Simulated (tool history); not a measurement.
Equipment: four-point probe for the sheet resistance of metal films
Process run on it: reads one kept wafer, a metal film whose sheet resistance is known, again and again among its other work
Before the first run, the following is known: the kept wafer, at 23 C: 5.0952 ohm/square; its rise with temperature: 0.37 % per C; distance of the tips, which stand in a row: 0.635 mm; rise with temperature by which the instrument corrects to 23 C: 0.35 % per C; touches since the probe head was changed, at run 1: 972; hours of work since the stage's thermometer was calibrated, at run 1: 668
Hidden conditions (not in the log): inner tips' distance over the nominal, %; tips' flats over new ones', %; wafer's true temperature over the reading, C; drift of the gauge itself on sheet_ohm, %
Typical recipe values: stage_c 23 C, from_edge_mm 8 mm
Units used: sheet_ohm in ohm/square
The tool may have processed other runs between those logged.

| run | hour | stage_c | from_edge_mm | touches since the probe head was changed | hours of work since the stage's thermometer was calibrated | sheet_ohm |
|---|---|---|---|---|---|---|
| 1 | 0.0 | 23 | 8 | 972 | 668 | 5.090748 |
| 2 | 55.2 | 23 | 8 | 1975 | 694 | 5.088899 |
| 3 | 104.0 | 23 | 11 | 2863 | 716 | 5.080912 |
| 4 | 149.5 | 23 | 11 | 3690 | 738 | 5.081060 |
| 5 | 185.8 | 23 | 11 | 4351 | 754 | 5.080209 |
| 6 | 264.2 | 23 | 8 | 5777 | 791 | 5.088192 |
| 7 | 338.2 | 23 | 8 | 7122 | 825 | 5.087798 |
| 8 | 421.7 | 23 | 8 | 8640 | 864 | 5.088938 |
| 9 | 491.4 | 23 | 8 | 9908 | 896 | 5.087008 |
| 10 | 573.9 | 29 | 8 | 11407 | 934 | 5.093112 |
| 11 | 659.6 | 29 | 8 | 12966 | 974 | 5.090411 |
| 12 | 700.6 | 22 | 8 | 13712 | 993 | 5.083695 |
| 13 | 755.3 | 23 | 8 | 14705 | 1019 | 5.084664 |
| 14 | 799.5 | 23 | 8 | 15510 | 1039 | 5.082450 |
| 15 | 877.1 | 23 | 8 | 16922 | 1075 | 5.082830 |
| 16 | 953.9 | 23 | 14 | 18318 | 1111 | 5.070347 |
| 17 | 1030.7 | 34 | 14 | 19714 | 1147 | 5.081405 |
| 18 | 1107.8 | 34 | 14 | 21116 | 1182 | 5.081075 |
| 19 | 1190.6 | 34 | 14 | 22621 | 1221 | 5.080308 |
| 20 | 1257.0 | 23 | 8 | 23828 | 1252 | 5.078606 |
| 21 | 1306.5 | 23 | 8 | 24729 | 1275 | 5.079923 |
| 22 | 1372.4 | 23 | 8 | 25927 | 1305 | 5.079423 |
| 23 | 1426.4 | 26 | 43 | 26910 | 1330 | 5.064215 |
| 24 | 1496.9 | 21 | 61 | 28191 | 1363 | 5.058018 |
| 25 | 1564.8 | 20 | 8 | 29426 | 1395 | 5.075631 |
|  | 1626.9 | stage's thermometer calibrated |
| 26 | 1632.7 | 23 | 10 | 30652 | 3 | 5.070491 |
| 27 | 1686.7 | 23 | 10 | 31633 | 28 | 5.068024 |
| 28 | 1761.0 | 27 | 29 | 32985 | 62 | 5.064727 |
| 29 | 1801.6 | 23 | 9 | 33723 | 81 | 5.072979 |
| 30 | 1882.2 | 27 | 8 | 35189 | 119 | 5.078986 |
| 31 | 1919.2 | 32 | 5 | 35861 | 136 | 5.109808 |
| 32 | 1976.2 | 27 | 12 | 36896 | 162 | 5.068379 |
| 33 | 2039.0 | 33 | 65 | 38039 | 191 | 5.067531 |
| 34 | 2096.0 | 33 | 65 | 39075 | 218 | 5.067389 |

Run 35 comes next. What will it give?
|  | 2127.9 | stage's thermometer calibrated, once more |
| 35 | 2162.3 | 35 | 14 | 40272 | 16 | ? |

sheet_ohm: 5.069493 ohm/square
If the tool had no hidden condition, the same run with the same run-to-run variation would have returned sheet_ohm 5.112612 ohm/square.

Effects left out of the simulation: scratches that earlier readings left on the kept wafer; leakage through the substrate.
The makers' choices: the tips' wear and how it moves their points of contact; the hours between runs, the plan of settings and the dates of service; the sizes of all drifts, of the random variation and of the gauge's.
